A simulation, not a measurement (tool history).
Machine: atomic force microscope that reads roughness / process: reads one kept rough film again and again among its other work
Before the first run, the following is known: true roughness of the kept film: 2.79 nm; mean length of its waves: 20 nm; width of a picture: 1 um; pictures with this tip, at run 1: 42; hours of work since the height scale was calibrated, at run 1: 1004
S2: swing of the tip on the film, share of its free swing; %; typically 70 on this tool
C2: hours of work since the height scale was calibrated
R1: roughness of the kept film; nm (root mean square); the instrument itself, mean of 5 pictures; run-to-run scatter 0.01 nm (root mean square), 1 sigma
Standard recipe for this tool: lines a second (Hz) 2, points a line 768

{"run": 1, "day": 0.0, "lines a second (Hz)": 2, "S2": 70, "points a line": 768, "pictures with this tip": 42, "C2": 1004, "R1": 2.208}
{"run": 2, "day": 1.129, "lines a second (Hz)": 2, "S2": 70, "points a line": 768, "pictures with this tip": 92, "C2": 1021, "R1": 2.093}
{"run": 3, "day": 2.075, "lines a second (Hz)": 2, "S2": 70, "points a line": 768, "pictures with this tip": 135, "C2": 1035, "R1": 2.019}
{"run": 4, "day": 3.129, "lines a second (Hz)": 2, "S2": 70, "points a line": 768, "pictures with this tip": 182, "C2": 1050, "R1": 1.954}
{"day": 3.288, "done": "new tip fitted"}
{"run": 5, "day": 4.508, "lines a second (Hz)": 2, "S2": 70, "points a line": 768, "pictures with this tip": 55, "C2": 1071, "R1": 2.181}
{"run": 6, "day": 6.221, "lines a second (Hz)": 2, "S2": 70, "points a line": 768, "pictures with this tip": 132, "C2": 1096, "R1": 2.054}
{"day": 7.446, "done": "new tip fitted"}
{"run": 7, "day": 7.917, "lines a second (Hz)": 2, "S2": 70, "points a line": 768, "pictures with this tip": 21, "C2": 1121, "R1": 2.221}
{"run": 8, "day": 8.717, "lines a second (Hz)": 2, "S2": 70, "points a line": 768, "pictures with this tip": 57, "C2": 1133, "R1": 2.165}
{"run": 9, "day": 10.175, "lines a second (Hz)": 1.23, "S2": 70, "points a line": 589, "pictures with this tip": 123, "C2": 1155, "R1": 2.097}
{"day": 11.592, "done": "new tip fitted"}
{"run": 10, "day": 11.742, "lines a second (Hz)": 1.11, "S2": 71, "points a line": 310, "pictures with this tip": 6, "C2": 1178, "R1": 2.271}
{"run": 11, "day": 13.038, "lines a second (Hz)": 1.11, "S2": 71, "points a line": 310, "pictures with this tip": 65, "C2": 1197, "R1": 2.161}
{"run": 12, "day": 13.867, "lines a second (Hz)": 0.75, "S2": 70, "points a line": 740, "pictures with this tip": 102, "C2": 1210, "R1": 2.176}
{"run": 13, "day": 14.792, "lines a second (Hz)": 2.12, "S2": 72, "points a line": 261, "pictures with this tip": 143, "C2": 1223, "R1": 1.921}
{"day": 15.762, "done": "new tip fitted"}
{"run": 14, "day": 16.283, "lines a second (Hz)": 2.46, "S2": 59, "points a line": 612, "pictures with this tip": 23, "C2": 1245, "R1": 2.301}
{"run": 15, "day": 17.842, "lines a second (Hz)": 2, "S2": 83, "points a line": 1017, "pictures with this tip": 94, "C2": 1269, "R1": 1.995}

Describe how what the log doesn't record of the tool's condition differs between the last listed run preceding each entry between runs and the first listed run following it.
Between runs 4 and 5: new tip fitted (day 3.288)
  radius of the tip, nm: 12.3 -> 7; height scale over the true one, %: 0.38 -> 0.39
  measured value less the no-hidden-state value, R1: -0.335 -> -0.095 nm (root mean square)
Between runs 6 and 7: new tip fitted (day 7.446)
  radius of the tip, nm: 9.7 -> 6.2; height scale over the true one, %: 0.4 -> 0.41
  measured value less the no-hidden-state value, R1: -0.223 -> -0.058 nm (root mean square)
Between runs 9 and 10: new tip fitted (day 11.592)
  radius of the tip, nm: 9.8 -> 5.6; height scale over the true one, %: 0.42 -> 0.43
  measured value less the no-hidden-state value, R1: -0.235 -> -0.025 nm (root mean square)
Between runs 13 and 14: new tip fitted (day 15.762)
  radius of the tip, nm: 10.7 -> 5.8; height scale over the true one, %: 0.45 -> 0.46
  measured value less the no-hidden-state value, R1: -0.256 -> -0.035 nm (root mean square)
